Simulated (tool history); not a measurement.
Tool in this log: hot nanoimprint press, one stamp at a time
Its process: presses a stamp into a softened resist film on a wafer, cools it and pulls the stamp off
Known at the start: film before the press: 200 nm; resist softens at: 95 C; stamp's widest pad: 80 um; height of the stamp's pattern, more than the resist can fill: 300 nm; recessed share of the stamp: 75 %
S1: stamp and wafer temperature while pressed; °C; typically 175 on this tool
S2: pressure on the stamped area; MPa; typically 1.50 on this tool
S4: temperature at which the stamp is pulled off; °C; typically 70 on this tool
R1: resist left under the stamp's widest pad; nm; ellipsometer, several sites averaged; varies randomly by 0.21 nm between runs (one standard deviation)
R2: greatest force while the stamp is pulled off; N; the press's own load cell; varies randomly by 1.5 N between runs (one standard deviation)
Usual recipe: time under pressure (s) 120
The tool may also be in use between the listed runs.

run 1 hour=0.0 | S1=175 S2=1.50 time_under_pressure_(s)=120 S4=70 | R1=71.0 R2=170
run 2 hour=15.5 | S1=175 S2=1.50 time_under_pressure_(s)=120 S4=70 | R1=71.1 R2=170
run 3 hour=25.1 | S1=175 S2=1.50 time_under_pressure_(s)=120 S4=70 | R1=71.3 R2=172
run 4 hour=46.2 | S1=175 S2=1.50 time_under_pressure_(s)=120 S4=70 | R1=71.7 R2=172
run 5 hour=67.2 | S1=175 S2=1.29 time_under_pressure_(s)=120 S4=70 | R1=76.0 R2=175
run 6 hour=81.3 | S1=175 S2=1.29 time_under_pressure_(s)=120 S4=70 | R1=76.1 R2=173
run 7 hour=96.5 | S1=175 S2=1.29 time_under_pressure_(s)=120 S4=70 | R1=76.2 R2=175
run 8 hour=118.6 | S1=175 S2=1.50 time_under_pressure_(s)=120 S4=61 | R1=71.3 R2=221
run 9 hour=130.8 | S1=175 S2=1.50 time_under_pressure_(s)=120 S4=61 | R1=71.5 R2=223
-- hour=141.6 stamp cleaned and given a new release coat
run 10 hour=155.9 | S1=175 S2=1.50 time_under_pressure_(s)=120 S4=70 | R1=71.6 R2=167
run 11 hour=168.8 | S1=175 S2=1.50 time_under_pressure_(s)=120 S4=70 | R1=71.5 R2=167
run 12 hour=178.3 | S1=175 S2=1.50 time_under_pressure_(s)=120 S4=70 | R1=71.6 R2=169
run 13 hour=196.7 | S1=175 S2=1.50 time_under_pressure_(s)=120 S4=76 | R1=71.7 R2=141
-- hour=201.5 plate thermocouple calibrated
run 14 hour=216.9 | S1=175 S2=1.50 time_under_pressure_(s)=120 S4=76 | R1=71.5 R2=145
run 15 hour=227.8 | S1=175 S2=1.50 time_under_pressure_(s)=120 S4=76 | R1=71.5 R2=145
run 16 hour=237.9 | S1=175 S2=1.62 time_under_pressure_(s)=77 S4=70 | R1=83.6 R2=172
run 17 hour=247.5 | S1=175 S2=1.50 time_under_pressure_(s)=125 S4=63 | R1=70.7 R2=209
run 18 hour=266.9 | S1=175 S2=1.50 time_under_pressure_(s)=125 S4=63 | R1=70.5 R2=209
run 19 hour=281.0 | S1=175 S2=1.50 time_under_pressure_(s)=125 S4=63 | R1=70.9 R2=210
run 20 hour=298.1 | S1=171 S2=1.50 time_under_pressure_(s)=97 S4=58 | R1=90.5 R2=236
-- hour=313.3 plate thermocouple calibrated, once more
run 21 hour=322.1 | S1=175 S2=1.50 time_under_pressure_(s)=69 S4=69 | R1=89.7 R2=183
-- hour=333.6 stamp cleaned and given a new release coat
run 22 hour=344.6 | S1=168 S2=1.50 time_under_pressure_(s)=120 S4=70 | R1=91.5 R2=165
run 23 hour=366.4 | S1=168 S2=1.50 time_under_pressure_(s)=120 S4=70 | R1=91.6 R2=166
run 24 hour=385.5 | S1=182 S2=1.45 time_under_pressure_(s)=201 S4=60 | R1=44.7 R2=218
run 25 hour=402.3 | S1=186 S2=1.31 time_under_pressure_(s)=150 S4=67 | R1=47.0 R2=183

Here are 3 independent what-if runs from the current tool condition. What would each one return?
run A hour=414.7 | S1=175 S2=1.50 time_under_pressure_(s)=120 S4=72 | R1=? R2=?
run B hour=414.7 | S1=186 S2=1.31 time_under_pressure_(s)=150 S4=75 | R1=? R2=?
run C hour=414.7 | S1=184 S2=2.02 time_under_pressure_(s)=120 S4=68 | R1=? R2=?

run=A R1=71.3 R2=161
run=B R1=47.0 R2=150
run=C R1=44.7 R2=181
Without the tool's unlogged condition, the same runs would have read:
run=A R1=70.7 R2=155
run=B R1=46.6 R2=145
run=C R1=44.2 R2=174
